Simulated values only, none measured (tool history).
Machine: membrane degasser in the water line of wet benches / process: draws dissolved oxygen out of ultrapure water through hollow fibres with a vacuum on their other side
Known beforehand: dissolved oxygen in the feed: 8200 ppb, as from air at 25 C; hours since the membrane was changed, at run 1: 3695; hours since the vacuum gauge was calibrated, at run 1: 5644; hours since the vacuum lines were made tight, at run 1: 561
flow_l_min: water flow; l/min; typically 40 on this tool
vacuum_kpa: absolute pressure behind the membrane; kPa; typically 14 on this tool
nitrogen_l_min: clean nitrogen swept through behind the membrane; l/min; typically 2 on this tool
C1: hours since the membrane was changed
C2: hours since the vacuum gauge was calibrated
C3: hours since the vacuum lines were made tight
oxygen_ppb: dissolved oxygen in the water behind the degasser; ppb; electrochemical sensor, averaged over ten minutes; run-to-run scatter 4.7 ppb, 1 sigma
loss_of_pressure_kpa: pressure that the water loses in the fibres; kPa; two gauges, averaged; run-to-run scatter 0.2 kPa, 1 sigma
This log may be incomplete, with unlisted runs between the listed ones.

{"run": 1, "hour": 0.0, "flow_l_min": 40, "vacuum_kpa": 14, "nitrogen_l_min": 2, "C1": 3695, "C2": 5644, "C3": 561, "oxygen_ppb": 544.7, "loss_of_pressure_kpa": 46.83}
{"run": 2, "hour": 165.8, "flow_l_min": 40, "vacuum_kpa": 14, "nitrogen_l_min": 2, "C1": 3861, "C2": 5810, "C3": 727, "oxygen_ppb": 537.4, "loss_of_pressure_kpa": 46.37}
{"run": 3, "hour": 327.2, "flow_l_min": 40, "vacuum_kpa": 9.9, "nitrogen_l_min": 2, "C1": 4022, "C2": 5971, "C3": 888, "oxygen_ppb": 372, "loss_of_pressure_kpa": 46.95}
{"hour": 478.8, "done": "vacuum gauge calibrated"}
{"run": 4, "hour": 502.7, "flow_l_min": 40, "vacuum_kpa": 14, "nitrogen_l_min": 2, "C1": 4197, "C2": 24, "C3": 1063, "oxygen_ppb": 523, "loss_of_pressure_kpa": 46.85}
{"run": 5, "hour": 693.7, "flow_l_min": 40, "vacuum_kpa": 14, "nitrogen_l_min": 2, "C1": 4388, "C2": 215, "C3": 1254, "oxygen_ppb": 524, "loss_of_pressure_kpa": 46.98}
{"run": 6, "hour": 810.9, "flow_l_min": 40, "vacuum_kpa": 14, "nitrogen_l_min": 2, "C1": 4505, "C2": 332, "C3": 1371, "oxygen_ppb": 518.7, "loss_of_pressure_kpa": 46.92}
{"run": 7, "hour": 1016.7, "flow_l_min": 40, "vacuum_kpa": 14, "nitrogen_l_min": 2, "C1": 4711, "C2": 538, "C3": 1577, "oxygen_ppb": 525.8, "loss_of_pressure_kpa": 47.16}
{"run": 8, "hour": 1244.4, "flow_l_min": 40, "vacuum_kpa": 14, "nitrogen_l_min": 1.63, "C1": 4939, "C2": 766, "C3": 1805, "oxygen_ppb": 602.6, "loss_of_pressure_kpa": 47.32}
{"run": 9, "hour": 1431.5, "flow_l_min": 40, "vacuum_kpa": 14, "nitrogen_l_min": 1.63, "C1": 5126, "C2": 953, "C3": 1992, "oxygen_ppb": 605.4, "loss_of_pressure_kpa": 47.32}
{"run": 10, "hour": 1660.1, "flow_l_min": 38, "vacuum_kpa": 14, "nitrogen_l_min": 2, "C1": 5355, "C2": 1181, "C3": 2220, "oxygen_ppb": 496, "loss_of_pressure_kpa": 45.08}
{"run": 11, "hour": 1824.2, "flow_l_min": 38, "vacuum_kpa": 14, "nitrogen_l_min": 2, "C1": 5519, "C2": 1345, "C3": 2384, "oxygen_ppb": 495, "loss_of_pressure_kpa": 44.77}
{"run": 12, "hour": 1924.7, "flow_l_min": 40, "vacuum_kpa": 10.6, "nitrogen_l_min": 1.37, "C1": 5619, "C2": 1446, "C3": 2485, "oxygen_ppb": 507, "loss_of_pressure_kpa": 47.25}
{"run": 13, "hour": 2145.9, "flow_l_min": 40, "vacuum_kpa": 10.6, "nitrogen_l_min": 1.37, "C1": 5840, "C2": 1667, "C3": 2706, "oxygen_ppb": 514.1, "loss_of_pressure_kpa": 47.52}
{"run": 14, "hour": 2285.0, "flow_l_min": 40, "vacuum_kpa": 11, "nitrogen_l_min": 2, "C1": 5980, "C2": 1806, "C3": 2845, "oxygen_ppb": 402.4, "loss_of_pressure_kpa": 47.71}
{"run": 15, "hour": 2432.0, "flow_l_min": 40, "vacuum_kpa": 11, "nitrogen_l_min": 2, "C1": 6126, "C2": 1953, "C3": 2992, "oxygen_ppb": 411.1, "loss_of_pressure_kpa": 47.49}
{"run": 16, "hour": 2641.3, "flow_l_min": 57, "vacuum_kpa": 14, "nitrogen_l_min": 2, "C1": 6336, "C2": 2163, "C3": 3202, "oxygen_ppb": 803.7, "loss_of_pressure_kpa": 67.72}

Estimate the outcome of run 17 from the log above:
{"run": 17, "hour": 2861.6, "flow_l_min": 57, "vacuum_kpa": 14, "nitrogen_l_min": 2, "C1": 6556, "C2": 2383, "C3": 3422, "oxygen_ppb": "?", "loss_of_pressure_kpa": "?"}

{"run 17": {"oxygen_ppb": 817.4, "loss_of_pressure_kpa": 67.83}}
Had the tool carried no hidden state, the very same run would have given oxygen_ppb 774.5 ppb, loss_of_pressure_kpa 64.38 kPa.

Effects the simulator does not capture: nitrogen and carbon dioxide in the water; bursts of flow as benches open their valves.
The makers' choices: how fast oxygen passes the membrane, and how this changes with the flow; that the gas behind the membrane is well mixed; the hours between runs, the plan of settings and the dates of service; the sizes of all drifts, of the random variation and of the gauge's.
